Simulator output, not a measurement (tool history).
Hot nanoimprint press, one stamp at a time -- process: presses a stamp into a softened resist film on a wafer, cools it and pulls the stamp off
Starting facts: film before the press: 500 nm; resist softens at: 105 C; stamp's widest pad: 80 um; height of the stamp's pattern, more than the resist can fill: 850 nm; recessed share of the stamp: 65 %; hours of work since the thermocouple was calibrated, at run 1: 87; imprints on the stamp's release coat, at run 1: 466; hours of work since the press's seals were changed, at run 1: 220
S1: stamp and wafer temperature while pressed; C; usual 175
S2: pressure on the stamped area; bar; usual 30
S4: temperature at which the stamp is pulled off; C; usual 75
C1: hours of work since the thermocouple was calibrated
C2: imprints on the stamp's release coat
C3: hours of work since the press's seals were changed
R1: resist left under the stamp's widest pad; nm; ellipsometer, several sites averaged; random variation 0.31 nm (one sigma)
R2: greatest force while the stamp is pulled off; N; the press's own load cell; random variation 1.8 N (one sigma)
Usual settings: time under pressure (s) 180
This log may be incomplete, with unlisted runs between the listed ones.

{"run": 1, "hour": 0.0, "S1": 175, "S2": 30, "time under pressure (s)": 180, "S4": 75, "C1": 87, "C2": 466, "C3": 220, "R1": 240.5, "R2": 147}
{"run": 2, "hour": 22.5, "S1": 175, "S2": 30, "time under pressure (s)": 180, "S4": 75, "C1": 97, "C2": 519, "C3": 230, "R1": 241.1, "R2": 151}
{"run": 3, "hour": 55.1, "S1": 175, "S2": 30, "time under pressure (s)": 180, "S4": 75, "C1": 111, "C2": 596, "C3": 244, "R1": 241.2, "R2": 148}
{"run": 4, "hour": 79.8, "S1": 175, "S2": 30, "time under pressure (s)": 188, "S4": 75, "C1": 122, "C2": 654, "C3": 255, "R1": 237.6, "R2": 153}
{"run": 5, "hour": 120.2, "S1": 175, "S2": 30, "time under pressure (s)": 188, "S4": 75, "C1": 140, "C2": 749, "C3": 273, "R1": 238.2, "R2": 154}
{"run": 6, "hour": 156.4, "S1": 175, "S2": 30, "time under pressure (s)": 188, "S4": 75, "C1": 156, "C2": 834, "C3": 288, "R1": 238.5, "R2": 151}
{"run": 7, "hour": 192.8, "S1": 175, "S2": 30, "time under pressure (s)": 188, "S4": 75, "C1": 172, "C2": 919, "C3": 304, "R1": 238.6, "R2": 154}
{"run": 8, "hour": 215.0, "S1": 175, "S2": 30, "time under pressure (s)": 180, "S4": 75, "C1": 181, "C2": 971, "C3": 314, "R1": 242.2, "R2": 156}
{"run": 9, "hour": 254.2, "S1": 175, "S2": 30, "time under pressure (s)": 180, "S4": 75, "C1": 198, "C2": 1063, "C3": 331, "R1": 241.9, "R2": 154}
{"run": 10, "hour": 295.3, "S1": 175, "S2": 30, "time under pressure (s)": 180, "S4": 75, "C1": 216, "C2": 1159, "C3": 349, "R1": 242.9, "R2": 160}
{"run": 11, "hour": 336.3, "S1": 166, "S2": 30, "time under pressure (s)": 180, "S4": 75, "C1": 234, "C2": 1256, "C3": 367, "R1": 314.6, "R2": 157}
{"run": 12, "hour": 360.7, "S1": 166, "S2": 30, "time under pressure (s)": 180, "S4": 75, "C1": 245, "C2": 1313, "C3": 378, "R1": 313.8, "R2": 161}
{"run": 13, "hour": 388.1, "S1": 166, "S2": 30, "time under pressure (s)": 180, "S4": 75, "C1": 257, "C2": 1377, "C3": 390, "R1": 314.5, "R2": 167}
{"run": 14, "hour": 415.2, "S1": 166, "S2": 30, "time under pressure (s)": 180, "S4": 75, "C1": 269, "C2": 1441, "C3": 402, "R1": 314.9, "R2": 164}
{"run": 15, "hour": 450.2, "S1": 175, "S2": 30, "time under pressure (s)": 180, "S4": 75, "C1": 284, "C2": 1523, "C3": 417, "R1": 245, "R2": 161}
{"hour": 493.8, "done": "plate thermocouple calibrated"}
{"run": 16, "hour": 501.8, "S1": 175, "S2": 38.7, "time under pressure (s)": 180, "S4": 75, "C1": 3, "C2": 1637, "C3": 438, "R1": 208.2, "R2": 163}
{"run": 17, "hour": 546.8, "S1": 175, "S2": 35.2, "time under pressure (s)": 180, "S4": 75, "C1": 23, "C2": 1743, "C3": 458, "R1": 220.2, "R2": 160}
{"run": 18, "hour": 574.4, "S1": 175, "S2": 35.2, "time under pressure (s)": 219, "S4": 75, "C1": 35, "C2": 1807, "C3": 470, "R1": 206.7, "R2": 166}
{"run": 19, "hour": 598.0, "S1": 175, "S2": 35.2, "time under pressure (s)": 219, "S4": 75, "C1": 46, "C2": 1863, "C3": 481, "R1": 206.7, "R2": 165}
{"run": 20, "hour": 644.0, "S1": 175, "S2": 30, "time under pressure (s)": 193, "S4": 75, "C1": 66, "C2": 1971, "C3": 501, "R1": 235.8, "R2": 170}
{"run": 21, "hour": 691.7, "S1": 178, "S2": 30, "time under pressure (s)": 180, "S4": 66, "C1": 87, "C2": 2083, "C3": 522, "R1": 221.4, "R2": 203}
{"run": 22, "hour": 736.5, "S1": 175, "S2": 47.7, "time under pressure (s)": 335, "S4": 62, "C1": 106, "C2": 2188, "C3": 541, "R1": 150.1, "R2": 225}
{"run": 23, "hour": 769.8, "S1": 175, "S2": 47.7, "time under pressure (s)": 335, "S4": 62, "C1": 121, "C2": 2266, "C3": 556, "R1": 150.4, "R2": 223}
{"run": 24, "hour": 798.2, "S1": 170, "S2": 30, "time under pressure (s)": 180, "S4": 62, "C1": 133, "C2": 2333, "C3": 568, "R1": 279.5, "R2": 227}
{"run": 25, "hour": 823.3, "S1": 186, "S2": 30, "time under pressure (s)": 162, "S4": 81, "C1": 144, "C2": 2391, "C3": 579, "R1": 184.7, "R2": 153}
{"hour": 855.8, "done": "stamp cleaned and given a new release coat"}
{"run": 26, "hour": 866.5, "S1": 181, "S2": 30, "time under pressure (s)": 162, "S4": 63, "C1": 161, "C2": 25, "C3": 596, "R1": 211.7, "R2": 180}
{"run": 27, "hour": 915.3, "S1": 181, "S2": 30, "time under pressure (s)": 162, "S4": 63, "C1": 182, "C2": 139, "C3": 617, "R1": 212.4, "R2": 182}
{"run": 28, "hour": 949.8, "S1": 181, "S2": 38.4, "time under pressure (s)": 162, "S4": 63, "C1": 197, "C2": 220, "C3": 632, "R1": 184.2, "R2": 182}
{"run": 29, "hour": 981.8, "S1": 165, "S2": 38.4, "time under pressure (s)": 162, "S4": 78, "C1": 211, "C2": 295, "C3": 646, "R1": 297.3, "R2": 139}

What if the next run were any one of these 4? Each begins from the tool's condition after run 29:
{"run": "A", "hour": 1003.2, "S1": 184, "S2": 31.1, "time under pressure (s)": 180, "S4": 74, "C1": 221, "C2": 345, "C3": 656, "R1": "?", "R2": "?"}
{"run": "B", "hour": 1003.2, "S1": 175, "S2": 23.6, "time under pressure (s)": 327, "S4": 66, "C1": 221, "C2": 345, "C3": 656, "R1": "?", "R2": "?"}
{"run": "C", "hour": 1003.2, "S1": 182, "S2": 39.7, "time under pressure (s)": 105, "S4": 75, "C1": 221, "C2": 345, "C3": 656, "R1": "?", "R2": "?"}
{"run": "D", "hour": 1003.2, "S1": 172, "S2": 35.7, "time under pressure (s)": 162, "S4": 73, "C1": 221, "C2": 345, "C3": 656, "R1": "?", "R2": "?"}

run=A R1=185.2 R2=148
run=B R1=229.7 R2=176
run=C R1=204.3 R2=147
run=D R1=250.7 R2=152
What these runs would have given with no unlogged condition in the tool:
run=A R1=179.9 R2=141
run=B R1=223.8 R2=169
run=C R1=197.7 R2=140
run=D R1=243.1 R2=145
